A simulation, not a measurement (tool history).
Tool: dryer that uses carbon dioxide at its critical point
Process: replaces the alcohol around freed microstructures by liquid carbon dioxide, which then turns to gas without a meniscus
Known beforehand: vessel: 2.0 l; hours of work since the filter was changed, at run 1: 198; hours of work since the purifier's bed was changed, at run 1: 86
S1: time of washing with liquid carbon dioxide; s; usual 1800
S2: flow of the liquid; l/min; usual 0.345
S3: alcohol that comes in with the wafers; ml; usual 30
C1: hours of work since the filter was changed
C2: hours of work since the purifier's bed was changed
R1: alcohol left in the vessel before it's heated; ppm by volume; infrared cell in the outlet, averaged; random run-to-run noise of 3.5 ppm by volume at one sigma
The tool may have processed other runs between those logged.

Run 1, day 0.000: usual settings; C1 198; C2 86. Result: R1 130 ppm by volume.
Run 2, day 0.729: usual settings but S1 1680 s; C1 208; C2 96. Result: R1 178 ppm by volume.
Run 3, day 1.662: usual settings but S1 1680 s; C1 221; C2 108. Result: R1 182 ppm by volume.
Run 4, day 2.267: usual settings but S1 1680 s; C1 229; C2 117. Result: R1 185 ppm by volume.
Run 5, day 3.192: usual settings but S1 1680 s; C1 242; C2 129. Result: R1 191 ppm by volume.
Run 6, day 4.150: usual settings but S1 1680 s; C1 255; C2 142. Result: R1 193 ppm by volume.
Run 7, day 5.138: usual settings but S1 1440 s; C1 268; C2 156. Result: R1 346 ppm by volume.
Run 8, day 5.721: usual settings but S1 1440 s; C1 276; C2 164. Result: R1 357 ppm by volume.
Run 9, day 6.579: usual settings but S1 1440 s; C1 288; C2 175. Result: R1 353 ppm by volume.

The next listed run, before its measurement:
Run 10, day 7.042: usual settings but S1 2280 s, S2 0.443 l/min, S3 118 ml; C1 294; C2 182. Result: R1 ?.

{"run 10": {"R1": 46}}
With the hidden condition absent and the run-to-run variation left alone, this run would have shown R1 24 ppm by volume.
